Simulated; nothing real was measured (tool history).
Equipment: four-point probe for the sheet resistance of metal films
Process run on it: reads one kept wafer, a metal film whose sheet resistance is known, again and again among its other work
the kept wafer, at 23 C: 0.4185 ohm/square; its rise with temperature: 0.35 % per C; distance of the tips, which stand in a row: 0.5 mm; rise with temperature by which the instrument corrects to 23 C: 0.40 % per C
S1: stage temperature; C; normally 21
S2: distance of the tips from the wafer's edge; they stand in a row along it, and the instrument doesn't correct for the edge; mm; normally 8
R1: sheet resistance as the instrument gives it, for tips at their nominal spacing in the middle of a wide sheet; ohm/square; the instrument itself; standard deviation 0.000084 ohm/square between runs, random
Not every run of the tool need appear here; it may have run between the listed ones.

| run | hour | S1 | S2 | R1 |
|---|---|---|---|---|
| 1 | 0.0 | 21 | 8 | 0.419731 |
| 2 | 28.2 | 25 | 8 | 0.418857 |
| 3 | 56.3 | 33 | 8 | 0.417463 |
| 4 | 84.5 | 31 | 8 | 0.417817 |
| 5 | 110.6 | 21 | 8 | 0.419700 |
| 6 | 130.2 | 19 | 8 | 0.419933 |
| 7 | 152.2 | 19 | 8 | 0.420224 |
| 8 | 176.4 | 21 | 40 | 0.418950 |
| 9 | 190.8 | 21 | 8 | 0.419828 |
| 10 | 216.2 | 21 | 8 | 0.419882 |
| 11 | 246.8 | 26 | 8 | 0.418755 |
| 12 | 276.6 | 26 | 37 | 0.417830 |
| 13 | 298.7 | 24 | 19 | 0.418470 |
| 14 | 331.5 | 32 | 4 | 0.420118 |
| 15 | 350.8 | 32 | 4 | 0.420228 |
| 16 | 372.2 | 21 | 75 | 0.419070 |
| 17 | 394.1 | 23 | 75 | 0.418522 |
| 18 | 416.4 | 23 | 75 | 0.418531 |
| 19 | 436.5 | 19 | 6 | 0.420943 |

Below are 3 alternative next runs, each starting from the tool's condition after run 19. Predict each:
| A | 464.5 | 24 | 35 | ? |
| B | 464.5 | 19 | 66 | ? |
| C | 464.5 | 35 | 31 | ? |

| run | R1 |
|---|---|
| A | 0.418229 |
| B | 0.419258 |
| C | 0.416420 |
Without the tool's hidden state the same runs would have given:
| run | R1 |
|---|---|
| A | 0.418209 |
| B | 0.419238 |
| C | 0.416401 |
